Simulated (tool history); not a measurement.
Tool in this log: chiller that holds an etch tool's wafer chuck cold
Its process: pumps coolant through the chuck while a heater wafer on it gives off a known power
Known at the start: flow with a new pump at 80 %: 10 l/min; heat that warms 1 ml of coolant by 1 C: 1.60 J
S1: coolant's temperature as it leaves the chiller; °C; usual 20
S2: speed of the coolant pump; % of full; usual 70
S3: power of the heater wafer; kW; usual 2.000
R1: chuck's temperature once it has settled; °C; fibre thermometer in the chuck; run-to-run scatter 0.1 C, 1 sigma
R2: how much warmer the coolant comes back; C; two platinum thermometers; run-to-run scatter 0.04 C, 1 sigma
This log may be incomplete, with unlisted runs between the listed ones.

run,day,S1,S2,S3,R1,R2
1,0.000,20,70,2.000,37.8,8.54
2,3.567,20,70,2.000,37.8,8.57
3,5.983,20,70,2.000,37.8,8.66
4,8.817,20,70,2.000,37.8,8.61
5,12.646,12,70,2.000,29.9,8.78
6,16.300,12,70,2.000,29.9,8.79
7,20.312,12,70,2.000,29.9,8.75
8,23.083,20,70,1.898,36.8,8.28
9,27.008,20,72,1.898,36.6,8.12
10,31.038,20,72,1.898,36.6,8.28
# day 31.754: chiller's thermometer calibrated
11,34.500,20,72,1.898,36.6,8.21
12,38.458,20,72,1.898,36.4,8.23
13,41.829,20,72,1.898,36.6,8.25
14,43.804,20,88,2.745,40.9,9.67
15,46.225,15,69,1.308,26.9,6.09
16,49.967,15,69,1.308,26.7,6.10
17,53.746,14,96,2.950,35.1,9.50
18,55.446,14,96,2.950,35.2,9.59
# day 55.917: gauge calibrated
19,57.717,20,60,2.000,39.8,10.03
20,59.546,29,60,2.000,48.9,10.22
21,63.296,20,66,1.144,30.7,5.28
22,66.042,20,66,2.074,39.2,9.57
23,68.983,20,66,2.074,39.2,9.69
24,72.033,14,67,1.969,32.1,9.00
25,75.950,20,70,2.000,37.8,8.76
26,79.762,17,88,2.000,32.2,6.93

Alternative continuations, all from the tool just after run 26; predict every row:
A,83.354,10,68,2.432,?,?
B,83.354,28,88,2.000,?,?
C,83.354,19,88,1.599,?,?
D,83.354,20,95,1.135,?,?
E,83.354,23,70,1.748,?,?

run,R1,R2
A,32.2,10.96
B,43.3,7.01
C,31.1,5.73
D,28.2,3.80
E,38.6,7.73
Had the tool no hidden state, the same runs would have come out as:
run,R1,R2
A,32.2,10.74
B,43.3,6.79
C,31.1,5.51
D,28.1,3.58
E,38.6,7.51

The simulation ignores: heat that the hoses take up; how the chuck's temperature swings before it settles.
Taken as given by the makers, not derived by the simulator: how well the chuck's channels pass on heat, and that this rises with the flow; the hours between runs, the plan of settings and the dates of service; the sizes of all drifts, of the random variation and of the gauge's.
